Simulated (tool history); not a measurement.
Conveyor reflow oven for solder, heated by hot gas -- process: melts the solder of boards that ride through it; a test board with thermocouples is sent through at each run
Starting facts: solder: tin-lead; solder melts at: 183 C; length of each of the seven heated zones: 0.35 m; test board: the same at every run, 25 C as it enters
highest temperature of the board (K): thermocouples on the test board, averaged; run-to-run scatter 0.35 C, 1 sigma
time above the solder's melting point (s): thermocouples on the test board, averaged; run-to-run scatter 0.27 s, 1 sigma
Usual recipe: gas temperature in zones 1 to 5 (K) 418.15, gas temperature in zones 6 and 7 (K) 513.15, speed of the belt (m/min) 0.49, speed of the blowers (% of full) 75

run    hour  gas temperature in zones 1 to 5 (K)  gas temperature in zones 6 and 7 (K)  speed of the belt (m/min)  speed of the blowers (% of full)  highest temperature of the board (K)  time above the solder's melting point (s)
  1       0                               418.15                                513.15                       0.49                                75                                500.35                                         77
  2      33                               418.15                                513.15                      0.403                                75                                505.45                                       97.1
  3    76.7                               418.15                                513.15                      0.488                                75                                500.65                                       77.5
  4   114.2                               418.15                                513.15                       0.49                                75                                499.75                                       76.8
  5   143.9                               418.15                                513.15                       0.49                                75                                500.05                                       76.3
  6   169.9                               418.15                                513.15                      0.588                                75                                493.65                                       59.5
  7   204.9                               418.15                                522.15                      0.588                                75                                500.45                                       63.9
  8   226.7                               418.15                                522.15                      0.588                                75                                501.15                                         64
  9   268.1                               418.15                                522.15                      0.588                                75                                500.35                                       64.2
 10   299.4                               418.15                                522.15                      0.588                                75                                500.35                                       63.4
      307.8  -- belt drive overhauled, speed set with a stopwatch
 11   346.9                               418.15                                522.15                      0.588                                75                                500.55                                         65
 12   388.8                               418.15                                513.15                      0.572                                75                                492.95                                       62.2
 13   429.9                               418.15                                513.15                      0.573                                75                                492.75                                       61.4
 14   456.8                               418.15                                513.15                      0.448                                75                                500.15                                       86.3
 15   505.9                               418.15                                522.15                      0.448                                75                                507.75                                       91.1
 16   538.4                               413.15                                514.15                       0.49                                73                                496.85                                       73.8
      550.8  -- flux residue cleaned out of gas plates and filters
      566.9  -- thermocouples of zones 6 and 7 changed
 17     580                               407.15                                514.15                      0.406                                72                                504.35                                       94.3
        600  -- belt drive overhauled, speed set with a stopwatch, once more
 18   623.4                               421.15                                514.15                      0.406                                90                                506.95                                       95.8
 19   644.3                               421.15                                514.15                      0.406                                90                                506.75                                       96.2
 20   673.9                               421.15                                504.15                      0.515                                55                                485.35                                       60.4
 21   714.5                               409.15                                513.15                       0.49                                68                                495.85                                       67.3
 22   738.3                               409.15                                513.15                       0.49                                68                                494.45                                         67
 23   774.7                               409.15                                513.15                      0.411                                68                                500.35                                       85.7
 24   808.9                               425.15                                502.15                      0.566                                75                                485.55                                       56.5
 25   857.3                               417.15                                513.15                       0.49                                60                                493.85                                       69.5
 26   893.5                               417.15                                513.15                       0.49                                60                                493.45                                       69.4
 27   918.5                               428.15                                522.15                      0.515                                53                                499.55                                       74.5
 28   963.5                               429.15                                513.15                      0.555                                72                                493.85                                       66.4
 29  1000.1                               429.15                                513.15                      0.401                                87                                504.55                                      101.2

Had the tool no unlogged condition, and each run kept its random variation, what would the results have been?
The hidden state here: heat that the gas passes to the board, % of a clean oven's; belt's true speed, % of the reading; true gas temperature in zones 6 and 7 over the reading, C; drift of the gauge itself on peak_c, C; drift of the gauge itself on liquid_s, %.
run  highest temperature of the board (K)  time above the solder's melting point (s)
  1                                500.15                                       74.8
  2                                505.55                                       94.5
  3                                500.95                                       75.6
  4                                500.35                                         75
  5                                500.85                                       74.6
  6                                494.65                                       58.5
  7                                501.95                                       62.8
  8                                502.75                                         63
  9                                502.35                                       63.3
 10                                502.65                                       62.7
 11                                502.65                                       63.1
 12                                495.25                                       60.9
 13                                495.35                                       60.4
 14                                502.55                                       83.7
 15                                510.65                                       87.9
 16                                500.15                                       72.5
 17                                503.95                                         89
 18                                508.05                                       96.5
 19                                507.95                                       96.9
 20                                486.85                                         62
 21                                497.95                                         69
 22                                496.65                                       68.8
 23                                502.55                                       87.3
 24                                488.25                                       58.9
 25                                496.75                                       71.7
 26                                496.65                                       71.8
 27                                502.75                                       76.2
 28                                497.65                                       68.7
 29                                507.75                                        102

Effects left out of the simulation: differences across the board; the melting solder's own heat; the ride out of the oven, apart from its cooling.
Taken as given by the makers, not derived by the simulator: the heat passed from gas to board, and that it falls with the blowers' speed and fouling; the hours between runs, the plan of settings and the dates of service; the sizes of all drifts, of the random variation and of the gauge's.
